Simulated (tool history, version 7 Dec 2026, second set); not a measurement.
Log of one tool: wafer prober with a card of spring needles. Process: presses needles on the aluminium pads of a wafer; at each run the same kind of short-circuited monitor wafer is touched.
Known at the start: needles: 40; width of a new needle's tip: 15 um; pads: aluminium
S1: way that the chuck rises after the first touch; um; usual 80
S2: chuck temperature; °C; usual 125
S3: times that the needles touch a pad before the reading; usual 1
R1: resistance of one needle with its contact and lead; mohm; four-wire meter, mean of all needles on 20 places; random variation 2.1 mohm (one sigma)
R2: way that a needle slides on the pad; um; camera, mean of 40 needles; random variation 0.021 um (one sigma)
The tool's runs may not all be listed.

run 1 hour=0 | S1=80 S2=125 S3=1 | R1=229 R2=13.95
-- hour=10.4 tips cleaned on abrasive film
-- hour=28.7 tips cleaned on abrasive film
-- hour=46.8 tips cleaned on abrasive film
-- hour=63.5 tips cleaned on abrasive film
run 2 hour=63.5 | S1=80 S2=102 S3=1 | R1=224 R2=13.93
-- hour=78.3 tips cleaned on abrasive film
-- hour=85.5 height of the first contact set anew
-- hour=96.5 tips cleaned on abrasive film
run 3 hour=97.5 | S1=80 S2=102 S3=1 | R1=226 R2=13.96
-- hour=111.7 tips cleaned on abrasive film
-- hour=126.4 tips cleaned on abrasive film
-- hour=144.8 tips cleaned on abrasive film
run 4 hour=148.8 | S1=80 S2=102 S3=1 | R1=227 R2=13.93
-- hour=159.9 tips cleaned on abrasive film
-- hour=177.7 tips cleaned on abrasive film
run 5 hour=189.7 | S1=80 S2=102 S3=1 | R1=227 R2=13.98
-- hour=193.5 tips cleaned on abrasive film
-- hour=211.9 tips cleaned on abrasive film
run 6 hour=220.7 | S1=80 S2=102 S3=1 | R1=227 R2=13.92
-- hour=228.2 tips cleaned on abrasive film
-- hour=246.1 tips cleaned on abrasive film
-- hour=260.9 tips cleaned on abrasive film
run 7 hour=271.4 | S1=80 S2=125 S3=2 | R1=228 R2=13.88
-- hour=278.8 tips cleaned on abrasive film
-- hour=296.3 tips cleaned on abrasive film
run 8 hour=306.9 | S1=80 S2=125 S3=3 | R1=233 R2=13.88
-- hour=314.3 tips cleaned on abrasive film
-- hour=332.2 tips cleaned on abrasive film
run 9 hour=344.9 | S1=80 S2=39 S3=3 | R1=212 R2=13.89
-- hour=348.7 tips cleaned on abrasive film
-- hour=367.1 tips cleaned on abrasive film
run 10 hour=378.2 | S1=80 S2=39 S3=3 | R1=210 R2=13.9
-- hour=381.9 tips cleaned on abrasive film
-- hour=396.7 tips cleaned on abrasive film
-- hour=415.1 tips cleaned on abrasive film
run 11 hour=426.4 | S1=80 S2=125 S3=1 | R1=229 R2=13.86
-- hour=430.1 tips cleaned on abrasive film
-- hour=444.9 tips cleaned on abrasive film
-- hour=459.7 height of the first contact set anew
-- hour=463.5 tips cleaned on abrasive film
run 12 hour=471.4 | S1=80 S2=125 S3=1 | R1=233 R2=13.89
-- hour=478.9 tips cleaned on abrasive film
-- hour=497.2 tips cleaned on abrasive film
-- hour=511.9 tips cleaned on abrasive film
-- hour=526.6 tips cleaned on abrasive film
run 13 hour=535.1 | S1=80 S2=125 S3=1 | R1=233 R2=13.87
-- hour=542.5 tips cleaned on abrasive film
-- hour=560.2 tips cleaned on abrasive film
-- hour=576.5 tips cleaned on abrasive film
run 14 hour=576.5 | S1=80 S2=78 S3=1 | R1=220 R2=13.86
-- hour=594.1 tips cleaned on abrasive film
-- hour=612.1 tips cleaned on abrasive film
-- hour=629.5 tips cleaned on abrasive film
run 15 hour=629.5 | S1=83 S2=118 S3=3 | R1=232 R2=14.33
-- hour=647.5 tips cleaned on abrasive film
-- hour=662.3 tips cleaned on abrasive film
-- hour=680.3 tips cleaned on abrasive film
run 16 hour=680.3 | S1=77 S2=61 S3=1 | R1=218 R2=13.35
-- hour=697.9 tips cleaned on abrasive film
-- hour=716.2 tips cleaned on abrasive film
-- hour=730.9 tips cleaned on abrasive film
run 17 hour=742.8 | S1=85 S2=61 S3=1 | R1=215 R2=14.71
-- hour=746.5 tips cleaned on abrasive film
-- hour=764.6 tips cleaned on abrasive film
-- hour=779.3 tips cleaned on abrasive film
-- hour=797.2 tips cleaned on abrasive film
run 18 hour=808.7 | S1=85 S2=61 S3=1 | R1=219 R2=14.62
-- hour=815.5 tips cleaned on abrasive film
-- hour=830.3 tips cleaned on abrasive film
-- hour=834.1 height of the first contact set anew
-- hour=848.9 tips cleaned on abrasive film
-- hour=866.1 tips cleaned on abrasive film
run 19 hour=880.1 | S1=85 S2=61 S3=1 | R1=217 R2=14.68
-- hour=883.9 tips cleaned on abrasive film
-- hour=901.6 tips cleaned on abrasive film
-- hour=916.3 tips cleaned on abrasive film
run 20 hour=924.1 | S1=94 S2=61 S3=1 | R1=214 R2=16.18
-- hour=931.5 tips cleaned on abrasive film
-- hour=946.2 tips cleaned on abrasive film
-- hour=960.9 tips cleaned on abrasive film
run 21 hour=967 | S1=72 S2=32 S3=1 | R1=213 R2=12.44
-- hour=978 tips cleaned on abrasive film
-- hour=992.8 tips cleaned on abrasive film
-- hour=1011 tips cleaned on abrasive film
run 22 hour=1014.1 | S1=80 S2=74 S3=2 | R1=223 R2=13.76
-- hour=1028.6 tips cleaned on abrasive film
-- hour=1043.3 tips cleaned on abrasive film
-- hour=1061.5 tips cleaned on abrasive film
run 23 hour=1074.7 | S1=80 S2=74 S3=2 | R1=221 R2=13.79
-- hour=1078.5 tips cleaned on abrasive film
-- hour=1096.7 tips cleaned on abrasive film
-- hour=1111.4 tips cleaned on abrasive film
-- hour=1126.2 tips cleaned on abrasive film
run 24 hour=1135.6 | S1=80 S2=74 S3=2 | R1=220 R2=13.78
-- hour=1143.1 tips cleaned on abrasive film
-- hour=1157.8 tips cleaned on abrasive film
-- hour=1172.5 tips cleaned on abrasive film
-- hour=1190.9 tips cleaned on abrasive film
run 25 hour=1199.2 | S1=84 S2=63 S3=2 | R1=216 R2=14.38
-- hour=1206.6 tips cleaned on abrasive film
-- hour=1210.6 height of the first contact set anew
-- hour=1221.6 tips cleaned on abrasive film
-- hour=1240 tips cleaned on abrasive film
-- hour=1258.3 tips cleaned on abrasive film
run 26 hour=1261.8 | S1=84 S2=63 S3=2 | R1=216 R2=14.45
-- hour=1275.9 tips cleaned on abrasive film
-- hour=1293.2 tips cleaned on abrasive film
-- hour=1311.5 tips cleaned on abrasive film
-- hour=1329.6 tips cleaned on abrasive film
run 27 hour=1332.1 | S1=80 S2=119 S3=1 | R1=230 R2=13.71
-- hour=1346.9 tips cleaned on abrasive film
-- hour=1361.6 tips cleaned on abrasive film
run 28 hour=1373.3 | S1=67 S2=125 S3=3 | R1=233 R2=11.5

3 ways to go on from here, each from the tool as it stands after run 28. What would each give?
-- hour=1377.1 tips cleaned on abrasive film
-- hour=1391.8 tips cleaned on abrasive film
-- hour=1410.2 tips cleaned on abrasive film
-- hour=1424.9 tips cleaned on abrasive film
run A hour=1434.6 | S1=67 S2=125 S3=2 | R1=? R2=?
-- hour=1377.1 tips cleaned on abrasive film
-- hour=1391.8 tips cleaned on abrasive film
-- hour=1410.2 tips cleaned on abrasive film
-- hour=1424.9 tips cleaned on abrasive film
run B hour=1434.6 | S1=82 S2=125 S3=3 | R1=? R2=?
-- hour=1377.1 tips cleaned on abrasive film
-- hour=1391.8 tips cleaned on abrasive film
-- hour=1410.2 tips cleaned on abrasive film
-- hour=1424.9 tips cleaned on abrasive film
run C hour=1434.6 | S1=80 S2=125 S3=3 | R1=? R2=?

run=A R1=233 R2=11.49
run=B R1=231 R2=14.07
run=C R1=228 R2=13.69
Without the tool's hidden state the same runs would have given:
run=A R1=232 R2=11.7
run=B R1=231 R2=14.32
run=C R1=228 R2=13.94
